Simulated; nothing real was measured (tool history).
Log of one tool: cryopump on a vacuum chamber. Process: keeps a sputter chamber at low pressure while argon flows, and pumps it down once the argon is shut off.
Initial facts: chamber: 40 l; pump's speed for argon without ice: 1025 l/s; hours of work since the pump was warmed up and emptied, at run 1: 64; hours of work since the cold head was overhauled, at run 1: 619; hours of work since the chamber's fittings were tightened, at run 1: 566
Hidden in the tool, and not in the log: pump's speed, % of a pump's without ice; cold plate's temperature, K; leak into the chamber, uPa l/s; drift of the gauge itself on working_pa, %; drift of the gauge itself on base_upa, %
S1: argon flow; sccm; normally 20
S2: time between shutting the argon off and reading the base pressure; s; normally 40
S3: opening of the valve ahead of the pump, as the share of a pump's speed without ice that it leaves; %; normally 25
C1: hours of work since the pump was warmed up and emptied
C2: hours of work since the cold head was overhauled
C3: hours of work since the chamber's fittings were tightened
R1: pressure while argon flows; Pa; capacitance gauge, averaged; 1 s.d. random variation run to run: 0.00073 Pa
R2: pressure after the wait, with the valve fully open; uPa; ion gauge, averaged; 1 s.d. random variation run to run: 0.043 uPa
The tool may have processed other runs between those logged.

run     day  S1   S2  S3   C1   C2   C3      R1    R2
  1       0  20   40  25   64  619  566  0.1347  3.02
  2   0.829  20   40  25   79  634  581  0.1327  3.05
  3   1.696  20   40  25   95  650  596  0.1335  3.01
  4   2.567  20   40  25  110  665  612  0.1337   3.1
  5   2.954  20   40  25  117  672  619  0.1338   3.1
  6   3.812  20   40  16  132  687  634  0.2091  3.16
  7   4.383  20   40  19  143  698  644  0.1759  3.17
  8   4.967  20   21  25  153  708  655  0.1357  5.11
  9    5.45  20   40  41  162  717  663  0.0842  3.14
 10   5.875  20   40  41  169  724  671  0.0843  3.07
 11    6.75  20   40  41  185  740  687  0.0841  3.19
 12   7.242  20  143  25  194  749  695  0.1353  1.63
 13   7.712  20  143  25  202  757  704  0.1374  1.58
 14   8.238  20   40  17  211  766  713  0.1982  3.34
 15     9.1  26   40  25  227  782  729  0.1779  3.29
 16   9.642  20   40  58  237  792  738  0.0619  3.21
 17  10.017  20   40  58  243  798  745  0.0621  3.37
 18  10.417  20   40  58  250  805  752  0.0624  3.25
 19  10.833  20   40  58  258  813  760  0.0634  3.38
 20  11.654   8   29  55  273  828  774  0.0268  4.13
 21  12.567   8   29  55  289  844  791  0.0265  4.27
 22  13.083   8   29  55  298  853  800  0.0274  4.31
 23  13.838  25   40  25  311  867  813  0.1739  3.36
 24  14.212  20  131  35  318  873  820   0.103  1.85
 25  15.121  24  118  24  334  889  836  0.1746  2.03
 26  15.504  13   37  17  341  896  843  0.1325  3.67
 27  16.392   9   37  19  357  912  859  0.0832  3.67
 28  16.771  16  187  25  364  919  866  0.1124  1.75
 29  17.354  10  112  18  374  929  876  0.0961  2.11
 30    18.1  11   91  53  388  943  890  0.0397  2.37
 31  18.721  16   21  31  399  954  901  0.0936  5.68
 32  19.629  39   40  15  415  970  917  0.4484  3.49
 33  20.412  14   40  43  429  984  931  0.0625  3.59
 34  20.942  20   58  30  438  994  940  0.1226  2.96

Each run again, without the hidden state but with its own random variation kept:
run      R1    R2
  1   0.133  2.49
  2  0.1307  2.51
  3  0.1313  2.45
  4  0.1311  2.51
  5  0.1311   2.5
  6   0.206  2.54
  7  0.1726  2.53
  8  0.1321  4.47
  9  0.0804  2.49
 10  0.0803  2.41
 11  0.0797  2.51
 12  0.1307  0.92
 13  0.1326  0.86
 14  0.1932  2.58
 15  0.1709  2.53
 16  0.0562  2.45
 17  0.0562  2.56
 18  0.0563  2.46
 19  0.0572  2.56
 20  0.0242  3.31
 21  0.0237  3.39
 22  0.0244  3.42
 23  0.1642  2.46
 24   0.095  0.96
 25  0.1646  1.07
 26  0.1269  2.69
 27   0.079  2.67
 28  0.1049  0.76
 29  0.0912  1.09
 30  0.0342  1.31
 31  0.0852   4.6
 32  0.4271  2.42
 33  0.0545  2.47
 34  0.1108   1.8

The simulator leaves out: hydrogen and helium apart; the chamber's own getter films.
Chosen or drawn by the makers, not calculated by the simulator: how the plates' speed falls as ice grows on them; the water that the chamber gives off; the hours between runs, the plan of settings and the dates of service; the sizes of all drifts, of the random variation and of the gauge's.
